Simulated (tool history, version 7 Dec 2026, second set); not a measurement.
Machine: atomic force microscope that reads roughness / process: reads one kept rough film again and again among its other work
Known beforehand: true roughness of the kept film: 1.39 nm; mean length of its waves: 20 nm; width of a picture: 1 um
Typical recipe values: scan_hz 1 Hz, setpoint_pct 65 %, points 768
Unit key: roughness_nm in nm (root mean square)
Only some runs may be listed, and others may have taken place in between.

{"run": 1, "hour": 0.0, "scan_hz": 1, "setpoint_pct": 65, "points": 768, "roughness_nm": 1.023}
{"run": 2, "hour": 11.5, "scan_hz": 1, "setpoint_pct": 65, "points": 827, "roughness_nm": 1.017}
{"run": 3, "hour": 19.9, "scan_hz": 1, "setpoint_pct": 65, "points": 827, "roughness_nm": 1.008}
{"run": 4, "hour": 27.4, "scan_hz": 1, "setpoint_pct": 65, "points": 827, "roughness_nm": 1.002}
{"run": 5, "hour": 36.1, "scan_hz": 1, "setpoint_pct": 65, "points": 827, "roughness_nm": 1}
{"run": 6, "hour": 47.3, "scan_hz": 1, "setpoint_pct": 84, "points": 768, "roughness_nm": 0.955}
{"run": 7, "hour": 54.0, "scan_hz": 1, "setpoint_pct": 65, "points": 768, "roughness_nm": 0.99}
{"run": 8, "hour": 62.6, "scan_hz": 1, "setpoint_pct": 68, "points": 768, "roughness_nm": 0.972}
{"run": 9, "hour": 71.4, "scan_hz": 1, "setpoint_pct": 68, "points": 768, "roughness_nm": 0.966}
{"run": 10, "hour": 76.8, "scan_hz": 1, "setpoint_pct": 68, "points": 768, "roughness_nm": 0.958}
{"run": 11, "hour": 87.5, "scan_hz": 1, "setpoint_pct": 89, "points": 768, "roughness_nm": 0.908}
{"run": 12, "hour": 98.5, "scan_hz": 1, "setpoint_pct": 89, "points": 768, "roughness_nm": 0.899}
{"run": 13, "hour": 108.3, "scan_hz": 1, "setpoint_pct": 65, "points": 768, "roughness_nm": 0.941}
{"run": 14, "hour": 113.1, "scan_hz": 1, "setpoint_pct": 65, "points": 768, "roughness_nm": 0.926}
{"run": 15, "hour": 121.6, "scan_hz": 1, "setpoint_pct": 65, "points": 768, "roughness_nm": 0.925}
{"run": 16, "hour": 126.6, "scan_hz": 1, "setpoint_pct": 65, "points": 768, "roughness_nm": 0.931}
{"hour": 130.3, "done": "new tip fitted"}
{"run": 17, "hour": 137.9, "scan_hz": 1, "setpoint_pct": 65, "points": 768, "roughness_nm": 1.241}
{"run": 18, "hour": 146.0, "scan_hz": 1, "setpoint_pct": 63, "points": 768, "roughness_nm": 1.207}
{"run": 19, "hour": 152.4, "scan_hz": 1, "setpoint_pct": 63, "points": 768, "roughness_nm": 1.211}
{"run": 20, "hour": 157.3, "scan_hz": 1, "setpoint_pct": 65, "points": 768, "roughness_nm": 1.204}
{"run": 21, "hour": 166.0, "scan_hz": 1, "setpoint_pct": 64, "points": 768, "roughness_nm": 1.191}
{"run": 22, "hour": 172.5, "scan_hz": 1, "setpoint_pct": 64, "points": 768, "roughness_nm": 1.192}
{"run": 23, "hour": 181.2, "scan_hz": 1, "setpoint_pct": 64, "points": 768, "roughness_nm": 1.168}
{"run": 24, "hour": 186.8, "scan_hz": 1, "setpoint_pct": 65, "points": 768, "roughness_nm": 1.16}
{"run": 25, "hour": 196.8, "scan_hz": 1, "setpoint_pct": 65, "points": 768, "roughness_nm": 1.155}
{"run": 26, "hour": 207.8, "scan_hz": 1, "setpoint_pct": 65, "points": 768, "roughness_nm": 1.146}
{"run": 27, "hour": 213.0, "scan_hz": 1, "setpoint_pct": 65, "points": 768, "roughness_nm": 1.147}
{"run": 28, "hour": 220.1, "scan_hz": 3.88, "setpoint_pct": 72, "points": 768, "roughness_nm": 1.032}
{"run": 29, "hour": 229.0, "scan_hz": 3.88, "setpoint_pct": 72, "points": 768, "roughness_nm": 1.028}
{"run": 30, "hour": 234.2, "scan_hz": 3.88, "setpoint_pct": 72, "points": 768, "roughness_nm": 1.008}
{"run": 31, "hour": 242.0, "scan_hz": 1, "setpoint_pct": 89, "points": 601, "roughness_nm": 1.058}
{"run": 32, "hour": 252.4, "scan_hz": 1, "setpoint_pct": 76, "points": 682, "roughness_nm": 1.084}
{"run": 33, "hour": 259.3, "scan_hz": 1, "setpoint_pct": 76, "points": 682, "roughness_nm": 1.075}
{"run": 34, "hour": 270.1, "scan_hz": 1, "setpoint_pct": 65, "points": 413, "roughness_nm": 1.066}
{"run": 35, "hour": 279.9, "scan_hz": 1.44, "setpoint_pct": 74, "points": 640, "roughness_nm": 1.039}
{"run": 36, "hour": 286.4, "scan_hz": 0.68, "setpoint_pct": 72, "points": 863, "roughness_nm": 1.06}
{"run": 37, "hour": 294.9, "scan_hz": 0.52, "setpoint_pct": 72, "points": 412, "roughness_nm": 1.048}
{"run": 38, "hour": 301.9, "scan_hz": 0.52, "setpoint_pct": 72, "points": 412, "roughness_nm": 1.039}
{"run": 39, "hour": 311.8, "scan_hz": 2.28, "setpoint_pct": 57, "points": 356, "roughness_nm": 1.016}
{"run": 40, "hour": 322.6, "scan_hz": 3.28, "setpoint_pct": 58, "points": 383, "roughness_nm": 0.981}
{"run": 41, "hour": 332.2, "scan_hz": 3.28, "setpoint_pct": 58, "points": 383, "roughness_nm": 0.991}
{"run": 42, "hour": 343.7, "scan_hz": 0.53, "setpoint_pct": 59, "points": 425, "roughness_nm": 1.014}
{"run": 43, "hour": 352.1, "scan_hz": 0.53, "setpoint_pct": 59, "points": 425, "roughness_nm": 1.016}
{"run": 44, "hour": 360.2, "scan_hz": 0.53, "setpoint_pct": 59, "points": 425, "roughness_nm": 0.993}
{"run": 45, "hour": 370.0, "scan_hz": 0.53, "setpoint_pct": 86, "points": 425, "roughness_nm": 0.962}
{"run": 46, "hour": 380.2, "scan_hz": 2.47, "setpoint_pct": 65, "points": 621, "roughness_nm": 0.948}
{"run": 47, "hour": 387.7, "scan_hz": 0.66, "setpoint_pct": 83, "points": 835, "roughness_nm": 0.958}
{"run": 48, "hour": 398.0, "scan_hz": 3.1, "setpoint_pct": 82, "points": 835, "roughness_nm": 0.855}
{"run": 49, "hour": 409.2, "scan_hz": 3.1, "setpoint_pct": 82, "points": 835, "roughness_nm": 0.849}
{"run": 50, "hour": 417.4, "scan_hz": 0.58, "setpoint_pct": 65, "points": 768, "roughness_nm": 0.964}
{"run": 51, "hour": 425.8, "scan_hz": 3.09, "setpoint_pct": 63, "points": 737, "roughness_nm": 0.904}
{"run": 52, "hour": 437.2, "scan_hz": 2.24, "setpoint_pct": 65, "points": 367, "roughness_nm": 0.897}
{"run": 53, "hour": 443.7, "scan_hz": 2.24, "setpoint_pct": 65, "points": 297, "roughness_nm": 0.877}

Here are 3 independent what-if runs from the current tool condition. What would each one return?
{"run": "A", "hour": 451.9, "scan_hz": 1.1, "setpoint_pct": 65, "points": 768, "roughness_nm": "?"}
{"run": "B", "hour": 451.9, "scan_hz": 1.03, "setpoint_pct": 76, "points": 294, "roughness_nm": "?"}
{"run": "C", "hour": 451.9, "scan_hz": 0.56, "setpoint_pct": 68, "points": 347, "roughness_nm": "?"}

run=A roughness_nm=0.915
run=B roughness_nm=0.875
run=C roughness_nm=0.91
Had the tool no hidden state, the same runs would have come out as:
run=A roughness_nm=1.228
run=B roughness_nm=1.176
run=C roughness_nm=1.222

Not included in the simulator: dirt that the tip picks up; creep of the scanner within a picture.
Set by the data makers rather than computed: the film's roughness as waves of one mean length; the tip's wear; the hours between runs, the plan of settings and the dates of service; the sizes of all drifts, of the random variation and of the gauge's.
